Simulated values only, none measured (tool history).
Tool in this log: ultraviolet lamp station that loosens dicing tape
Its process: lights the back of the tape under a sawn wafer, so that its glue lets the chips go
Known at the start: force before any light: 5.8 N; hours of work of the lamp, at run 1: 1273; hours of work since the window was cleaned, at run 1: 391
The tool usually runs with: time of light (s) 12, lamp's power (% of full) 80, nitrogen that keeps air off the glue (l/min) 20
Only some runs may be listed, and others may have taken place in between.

| run | hour | time of light (s) | lamp's power (% of full) | nitrogen that keeps air off the glue (l/min) | hours of work of the lamp | hours of work since the window was cleaned | force that peels the tape off (N) | light that reached the tape (mJ/cm²) |
|---|---|---|---|---|---|---|---|---|
| 1 | 0.0 | 12 | 80 | 20 | 1273 | 391 | 0.645 | 183 |
| 2 | 21.7 | 12 | 80 | 20 | 1289 | 407 | 0.636 | 181 |
| 3 | 53.5 | 12 | 80 | 8 | 1312 | 429 | 1.219 | 173 |
| 4 | 95.2 | 12 | 80 | 8 | 1342 | 459 | 1.244 | 168 |
| 5 | 125.7 | 12 | 80 | 20 | 1363 | 481 | 0.738 | 167 |
| 6 | 145.3 | 12 | 80 | 20 | 1377 | 495 | 0.764 | 164 |
| 7 | 173.8 | 12 | 80 | 20 | 1398 | 516 | 0.753 | 164 |
| 8 | 217.5 | 13 | 74 | 7 | 1429 | 547 | 1.505 | 160 |
| 9 | 244.1 | 24 | 82 | 7 | 1448 | 566 | 0.414 | 320 |
| 10 | 275.1 | 7 | 95 | 8 | 1471 | 588 | 2.191 | 104 |
|  | 295.2 | window cleaned of glue's vapour |
| 11 | 301.7 | 18 | 95 | 8 | 1489 | 5 | 0.326 | 327 |
| 12 | 339.1 | 10 | 80 | 20 | 1516 | 31 | 0.892 | 151 |
| 13 | 382.6 | 18 | 80 | 10 | 1547 | 63 | 0.473 | 264 |
| 14 | 428.6 | 18 | 80 | 10 | 1580 | 96 | 0.496 | 259 |

5 options for the next run, each taken on its own from the tool as it stands now. Forecast them:
|  | 450.6 | lamp changed |
| A | 463.7 | 18 | 69 | 10 | 9 | 120 | ? | ? |
|  | 450.6 | lamp changed |
| B | 463.7 | 8 | 80 | 25 | 9 | 120 | ? | ? |
|  | 450.6 | lamp changed |
| C | 463.7 | 14 | 98 | 9 | 9 | 120 | ? | ? |
|  | 450.6 | lamp changed |
| D | 463.7 | 20 | 80 | 20 | 9 | 120 | ? | ? |
|  | 450.6 | lamp changed |
| E | 463.7 | 7 | 80 | 20 | 9 | 120 | ? | ? |

| run | force that peels the tape off (N) | light that reached the tape (mJ/cm²) |
|---|---|---|
| A | 0.158 | 408 |
| B | 0.380 | 211 |
| C | 0.136 | 453 |
| D | 0.061 | 523 |
| E | 0.596 | 184 |
Without the tool's unlogged condition, the same runs would have read:
| run | force that peels the tape off (N) | light that reached the tape (mJ/cm²) |
|---|---|---|
| A | 0.141 | 426 |
| B | 0.340 | 221 |
| C | 0.123 | 474 |
| D | 0.059 | 547 |
| E | 0.541 | 193 |

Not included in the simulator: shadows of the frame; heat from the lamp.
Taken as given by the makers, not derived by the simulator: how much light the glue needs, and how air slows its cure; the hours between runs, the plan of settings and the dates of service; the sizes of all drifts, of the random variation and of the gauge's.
